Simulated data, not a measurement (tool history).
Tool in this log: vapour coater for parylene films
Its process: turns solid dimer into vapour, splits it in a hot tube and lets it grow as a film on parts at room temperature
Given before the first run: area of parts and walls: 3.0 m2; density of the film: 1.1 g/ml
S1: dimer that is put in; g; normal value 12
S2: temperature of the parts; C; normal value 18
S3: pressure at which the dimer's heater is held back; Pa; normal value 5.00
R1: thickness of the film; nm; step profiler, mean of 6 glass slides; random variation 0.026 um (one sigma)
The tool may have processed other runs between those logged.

{"run": 1, "day": 0.0, "S1": 12, "S2": 18, "S3": 5.0, "R1": 1730}
{"day": 0.275, "done": "trap's valve overhauled"}
{"run": 2, "day": 0.812, "S1": 12, "S2": 18, "S3": 5.0, "R1": 1670}
{"run": 3, "day": 1.462, "S1": 12, "S2": 18, "S3": 5.0, "R1": 1650}
{"run": 4, "day": 1.858, "S1": 12, "S2": 18, "S3": 5.0, "R1": 1630}
{"run": 5, "day": 2.192, "S1": 12, "S2": 18, "S3": 5.0, "R1": 1610}
{"day": 2.771, "done": "trap's valve overhauled, once more"}
{"run": 6, "day": 3.042, "S1": 12, "S2": 18, "S3": 5.0, "R1": 1940}
{"run": 7, "day": 3.596, "S1": 11, "S2": 18, "S3": 5.0, "R1": 1790}
{"run": 8, "day": 3.938, "S1": 12, "S2": 18, "S3": 5.0, "R1": 1920}
{"run": 9, "day": 4.579, "S1": 8, "S2": 18, "S3": 5.0, "R1": 1310}
{"run": 10, "day": 5.242, "S1": 12, "S2": 18, "S3": 5.0, "R1": 1910}
{"run": 11, "day": 6.0, "S1": 12, "S2": 17, "S3": 5.0, "R1": 2000}
{"run": 12, "day": 6.683, "S1": 12, "S2": 17, "S3": 5.0, "R1": 1980}
{"run": 13, "day": 7.4, "S1": 12, "S2": 17, "S3": 5.0, "R1": 2030}
{"run": 14, "day": 8.067, "S1": 12, "S2": 17, "S3": 5.0, "R1": 2030}
{"run": 15, "day": 8.708, "S1": 12, "S2": 17, "S3": 5.0, "R1": 2000}
{"run": 16, "day": 9.254, "S1": 12, "S2": 16, "S3": 5.0, "R1": 2070}
{"run": 17, "day": 9.958, "S1": 12, "S2": 16, "S3": 5.0, "R1": 2040}
{"run": 18, "day": 10.612, "S1": 12, "S2": 18, "S3": 10.66, "R1": 1770}
{"run": 19, "day": 11.108, "S1": 12, "S2": 18, "S3": 10.66, "R1": 1740}
{"run": 20, "day": 11.708, "S1": 12, "S2": 18, "S3": 10.66, "R1": 1780}
{"run": 21, "day": 12.367, "S1": 10, "S2": 18, "S3": 10.66, "R1": 1470}
{"run": 22, "day": 12.988, "S1": 10, "S2": 18, "S3": 10.66, "R1": 1440}
{"run": 23, "day": 13.4, "S1": 6, "S2": 18, "S3": 3.69, "R1": 910}
{"run": 24, "day": 13.746, "S1": 16, "S2": 20, "S3": 6.0, "R1": 2180}
{"run": 25, "day": 14.458, "S1": 16, "S2": 20, "S3": 2.3, "R1": 2330}
{"run": 26, "day": 14.996, "S1": 16, "S2": 20, "S3": 2.3, "R1": 2340}
{"run": 27, "day": 15.554, "S1": 16, "S2": 20, "S3": 6.68, "R1": 2140}
{"run": 28, "day": 16.075, "S1": 17, "S2": 16, "S3": 6.48, "R1": 2720}
{"run": 29, "day": 16.408, "S1": 17, "S2": 16, "S3": 6.48, "R1": 2700}
{"run": 30, "day": 16.892, "S1": 17, "S2": 16, "S3": 6.48, "R1": 2680}
{"run": 31, "day": 17.633, "S1": 9, "S2": 12, "S3": 4.45, "R1": 1780}
{"run": 32, "day": 18.179, "S1": 20, "S2": 11, "S3": 2.27, "R1": 4330}
{"run": 33, "day": 18.542, "S1": 20, "S2": 11, "S3": 2.27, "R1": 4290}
{"run": 34, "day": 18.95, "S1": 20, "S2": 11, "S3": 2.27, "R1": 4350}
{"run": 35, "day": 19.629, "S1": 20, "S2": 11, "S3": 2.27, "R1": 4330}
{"run": 36, "day": 20.188, "S1": 21, "S2": 11, "S3": 9.95, "R1": 4030}
{"run": 37, "day": 20.558, "S1": 16, "S2": 27, "S3": 3.28, "R1": 1530}
{"run": 38, "day": 21.288, "S1": 14, "S2": 12, "S3": 9.89, "R1": 2510}
{"run": 39, "day": 21.792, "S1": 12, "S2": 13, "S3": 8.1, "R1": 2130}
{"run": 40, "day": 22.167, "S1": 6, "S2": 29, "S3": 5.02, "R1": 470}
{"run": 41, "day": 22.838, "S1": 15, "S2": 21, "S3": 3.53, "R1": 1890}
{"run": 42, "day": 23.162, "S1": 12, "S2": 25, "S3": 5.29, "R1": 1200}
{"run": 43, "day": 23.5, "S1": 8, "S2": 18, "S3": 5.0, "R1": 1110}
{"run": 44, "day": 24.1, "S1": 11, "S2": 28, "S3": 5.0, "R1": 960}

Alternative continuations, all from the tool just after run 44; predict every row:
{"day": 24.504, "done": "trap's valve overhauled"}
{"run": "A", "day": 24.904, "S1": 9, "S2": 12, "S3": 5.0, "R1": "?"}
{"day": 24.504, "done": "trap's valve overhauled"}
{"run": "B", "day": 24.904, "S1": 19, "S2": 28, "S3": 5.0, "R1": "?"}
{"day": 24.504, "done": "trap's valve overhauled"}
{"run": "C", "day": 24.904, "S1": 13, "S2": 12, "S3": 2.18, "R1": "?"}

run=A R1=1960
run=B R1=1940
run=C R1=2950
What these runs would have given with no unlogged condition in the tool:
run=A R1=2030
run=B R1=2010
run=C R1=3060

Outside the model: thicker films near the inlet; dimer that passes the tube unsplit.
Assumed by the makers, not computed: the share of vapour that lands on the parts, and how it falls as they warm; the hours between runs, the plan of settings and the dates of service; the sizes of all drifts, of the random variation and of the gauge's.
